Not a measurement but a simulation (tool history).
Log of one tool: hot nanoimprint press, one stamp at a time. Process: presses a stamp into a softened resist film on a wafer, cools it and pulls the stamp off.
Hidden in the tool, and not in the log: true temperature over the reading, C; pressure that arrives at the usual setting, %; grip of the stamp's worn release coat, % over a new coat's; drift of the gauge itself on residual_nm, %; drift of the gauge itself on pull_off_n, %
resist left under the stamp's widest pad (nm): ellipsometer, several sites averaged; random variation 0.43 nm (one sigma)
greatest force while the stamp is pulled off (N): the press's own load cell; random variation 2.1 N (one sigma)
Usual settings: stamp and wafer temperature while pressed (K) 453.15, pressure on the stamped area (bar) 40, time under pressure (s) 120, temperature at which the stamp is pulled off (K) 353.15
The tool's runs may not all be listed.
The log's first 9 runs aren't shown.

run,hour,stamp and wafer temperature while pressed (K),pressure on the stamped area (bar),time under pressure (s),temperature at which the stamp is pulled off (K),hours of work since the thermocouple was calibrated,imprints on the stamp's release coat,hours of work since the press's seals were changed,resist left under the stamp's widest pad (nm),greatest force while the stamp is pulled off (N)
10,205.5,453.15,40,140,353.15,283,1397,865,73.8,131
11,221.3,453.15,40,140,344.15,295,1477,877,72.9,150
12,249.4,453.15,40,140,344.15,316,1619,898,73.5,156
# hour 277.3: stamp cleaned and given a new release coat
13,277.5,453.15,40,120,353.15,333,1,915,78.1,115
14,293.6,453.15,40,120,353.15,345,83,927,77.6,119
15,312.7,453.15,40,120,353.15,360,179,941,77.1,116
16,326.3,465.15,61.7,135,356.15,370,249,952,35.7,114
# hour 337.9: plate thermocouple calibrated
17,344.3,463.15,40,81,353.15,5,324,963,62.9,117
# hour 366.2: press's hydraulic seals changed and the load cell set to zero
18,376.4,453.15,55.3,129,355.15,23,447,8,62.9,117
19,399.8,453.15,55.3,129,355.15,41,565,25,62.9,119
20,416.8,453.15,31.8,137,353.15,54,651,38,85.6,127
21,429.3,453.15,31.8,137,353.15,63,715,48,85.9,124
22,456.8,453.15,31.8,137,353.15,84,854,69,85.5,124
23,469.2,453.15,31.8,137,353.15,93,917,78,86.3,127
24,496.5,453.15,31.8,137,353.15,114,1055,99,85.2,125
25,522.9,453.15,31.8,68,353.15,134,1189,119,106.8,131
26,539.3,453.15,31.8,68,353.15,147,1272,131,105.6,132
27,564.3,461.15,63.4,131,350.15,165,1399,150,41.4,140
28,585,456.15,45.4,118,340.15,181,1504,166,63.6,163
29,610.8,450.15,35.1,136,341.15,201,1635,185,90.1,162

Run 30 comes next. What will it give?
# hour 635: stamp cleaned and given a new release coat
30,641,450.15,35.1,136,341.15,219,30,204,?,?

{"run 30": {"resist left under the stamp's widest pad (nm)": 90.4, "greatest force while the stamp is pulled off (N)": 135}}
Without the tool's hidden state the same run would have given resist left under the stamp's widest pad (nm) 92.8, greatest force while the stamp is pulled off (N) 136.
